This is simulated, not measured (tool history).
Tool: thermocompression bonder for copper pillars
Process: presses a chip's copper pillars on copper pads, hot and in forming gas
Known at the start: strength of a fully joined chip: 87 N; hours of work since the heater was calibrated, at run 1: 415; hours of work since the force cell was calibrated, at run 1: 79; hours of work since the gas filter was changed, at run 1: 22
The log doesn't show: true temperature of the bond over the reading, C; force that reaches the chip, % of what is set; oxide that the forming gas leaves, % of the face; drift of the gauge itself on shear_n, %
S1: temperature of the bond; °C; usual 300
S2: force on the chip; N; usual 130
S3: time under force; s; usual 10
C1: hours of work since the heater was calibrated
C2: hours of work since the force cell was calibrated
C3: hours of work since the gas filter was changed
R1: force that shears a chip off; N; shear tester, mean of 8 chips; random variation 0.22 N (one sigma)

{"run": 1, "hour": 0.0, "S1": 300, "S2": 130, "S3": 10, "C1": 415, "C2": 79, "C3": 22, "R1": 39.4}
{"run": 2, "hour": 5.4, "S1": 300, "S2": 130, "S3": 10, "C1": 418, "C2": 82, "C3": 25, "R1": 39.6}
{"run": 3, "hour": 11.6, "S1": 300, "S2": 130, "S3": 10, "C1": 421, "C2": 85, "C3": 29, "R1": 39.5}
{"run": 4, "hour": 18.0, "S1": 300, "S2": 146, "S3": 10, "C1": 424, "C2": 89, "C3": 32, "R1": 41.4}
{"run": 5, "hour": 28.0, "S1": 300, "S2": 146, "S3": 10, "C1": 430, "C2": 94, "C3": 38, "R1": 41.6}
{"run": 6, "hour": 36.0, "S1": 300, "S2": 159, "S3": 10, "C1": 434, "C2": 99, "C3": 42, "R1": 42.8}
{"run": 7, "hour": 43.9, "S1": 297, "S2": 142, "S3": 7, "C1": 438, "C2": 103, "C3": 46, "R1": 34.2}
{"run": 8, "hour": 53.2, "S1": 316, "S2": 132, "S3": 15, "C1": 443, "C2": 108, "C3": 51, "R1": 54.4}
{"run": 9, "hour": 61.4, "S1": 324, "S2": 125, "S3": 15, "C1": 448, "C2": 112, "C3": 56, "R1": 58.1}
{"run": 10, "hour": 68.3, "S1": 281, "S2": 173, "S3": 15, "C1": 451, "C2": 116, "C3": 59, "R1": 39.8}

Forecast each of these 5 alternatives for the next run:
{"run": "A", "hour": 72.6, "S1": 281, "S2": 130, "S3": 17, "C1": 454, "C2": 118, "C3": 62, "R1": "?"}
{"run": "B", "hour": 72.6, "S1": 281, "S2": 102, "S3": 13, "C1": 454, "C2": 118, "C3": 62, "R1": "?"}
{"run": "C", "hour": 72.6, "S1": 279, "S2": 130, "S3": 26, "C1": 454, "C2": 118, "C3": 62, "R1": "?"}
{"run": "D", "hour": 72.6, "S1": 315, "S2": 152, "S3": 5, "C1": 454, "C2": 118, "C3": 62, "R1": "?"}
{"run": "E", "hour": 72.6, "S1": 277, "S2": 173, "S3": 15, "C1": 454, "C2": 118, "C3": 62, "R1": "?"}

run=A R1=36.2
run=B R1=29
run=C R1=41.3
run=D R1=39.8
run=E R1=37.8
Without the tool's hidden state the same runs would have given:
run=A R1=36.6
run=B R1=29.3
run=C R1=41.7
run=D R1=40.2
run=E R1=38.2
